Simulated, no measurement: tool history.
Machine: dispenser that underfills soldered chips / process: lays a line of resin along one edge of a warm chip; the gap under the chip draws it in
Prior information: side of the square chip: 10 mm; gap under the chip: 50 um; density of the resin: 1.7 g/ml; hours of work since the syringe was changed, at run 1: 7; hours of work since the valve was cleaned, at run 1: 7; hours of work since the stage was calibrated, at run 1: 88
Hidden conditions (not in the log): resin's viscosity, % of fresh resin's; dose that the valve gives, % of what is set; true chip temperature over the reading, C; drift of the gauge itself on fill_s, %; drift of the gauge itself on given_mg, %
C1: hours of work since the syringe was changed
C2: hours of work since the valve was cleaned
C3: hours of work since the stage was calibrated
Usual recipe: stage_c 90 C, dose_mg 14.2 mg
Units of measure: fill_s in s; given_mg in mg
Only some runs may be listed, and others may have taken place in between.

run 1 hour=0 | stage_c=90 dose_mg=14.2 | C1=7 C2=7 C3=88 | fill_s=216.8 given_mg=14.21
run 2 hour=2.1 | stage_c=90 dose_mg=14.2 | C1=8 C2=8 C3=90 | fill_s=242.3 given_mg=14.26
-- hour=3.5 new syringe of resin
run 3 hour=6.9 | stage_c=90 dose_mg=14.2 | C1=2 C2=11 C3=93 | fill_s=146.7 given_mg=14.22
run 4 hour=9.3 | stage_c=90 dose_mg=14.2 | C1=4 C2=13 C3=94 | fill_s=165.4 given_mg=14.1
run 5 hour=11.9 | stage_c=102 dose_mg=14.2 | C1=5 C2=15 C3=96 | fill_s=137.1 given_mg=14.08
run 6 hour=16.1 | stage_c=102 dose_mg=14.2 | C1=8 C2=17 C3=99 | fill_s=167.1 given_mg=14.09
-- hour=17.8 new syringe of resin
run 7 hour=20.6 | stage_c=90 dose_mg=14 | C1=2 C2=20 C3=101 | fill_s=143.2 given_mg=13.9
run 8 hour=24.7 | stage_c=90 dose_mg=14 | C1=5 C2=23 C3=104 | fill_s=174.3 given_mg=13.9
run 9 hour=26.7 | stage_c=90 dose_mg=14 | C1=6 C2=24 C3=105 | fill_s=194.2 given_mg=13.88
run 10 hour=31.2 | stage_c=78 dose_mg=18 | C1=9 C2=27 C3=108 | fill_s=350.2 given_mg=17.86
-- hour=32.1 new syringe of resin
run 11 hour=35.4 | stage_c=104 dose_mg=15.5 | C1=2 C2=30 C3=111 | fill_s=97.8 given_mg=15.34
run 12 hour=39 | stage_c=81 dose_mg=18.5 | C1=5 C2=32 C3=113 | fill_s=232.1 given_mg=18.21
run 13 hour=41.9 | stage_c=98 dose_mg=17.7 | C1=6 C2=34 C3=115 | fill_s=162.7 given_mg=17.41
run 14 hour=44 | stage_c=98 dose_mg=17.7 | C1=8 C2=35 C3=116 | fill_s=181.5 given_mg=17.43
-- hour=46.6 new syringe of resin
run 15 hour=48.7 | stage_c=101 dose_mg=12.2 | C1=1 C2=38 C3=119 | fill_s=102.6 given_mg=11.93
run 16 hour=51.9 | stage_c=83 dose_mg=15.7 | C1=4 C2=40 C3=121 | fill_s=198.6 given_mg=15.46

Consider 4 possible next runs. They are alternatives, not a sequence: every one starts from the tool as it was left by run 16. What does each give?
run A hour=56.1 | stage_c=78 dose_mg=15.1 | C1=6 C2=43 C3=124 | fill_s=? given_mg=?
run B hour=56.1 | stage_c=87 dose_mg=12.9 | C1=6 C2=43 C3=124 | fill_s=? given_mg=?
run C hour=56.1 | stage_c=88 dose_mg=14 | C1=6 C2=43 C3=124 | fill_s=? given_mg=?
run D hour=56.1 | stage_c=83 dose_mg=17.2 | C1=6 C2=43 C3=124 | fill_s=? given_mg=?

run=A fill_s=288.8 given_mg=14.8
run=B fill_s=219.7 given_mg=12.65
run=C fill_s=208.8 given_mg=13.8
run=D fill_s=240.3 given_mg=16.88
Without the tool's hidden state the same runs would have given:
run=A fill_s=174.2 given_mg=15.08
run=B fill_s=132.2 given_mg=12.89
run=C fill_s=125.7 given_mg=14.07
run=D fill_s=145 given_mg=17.21
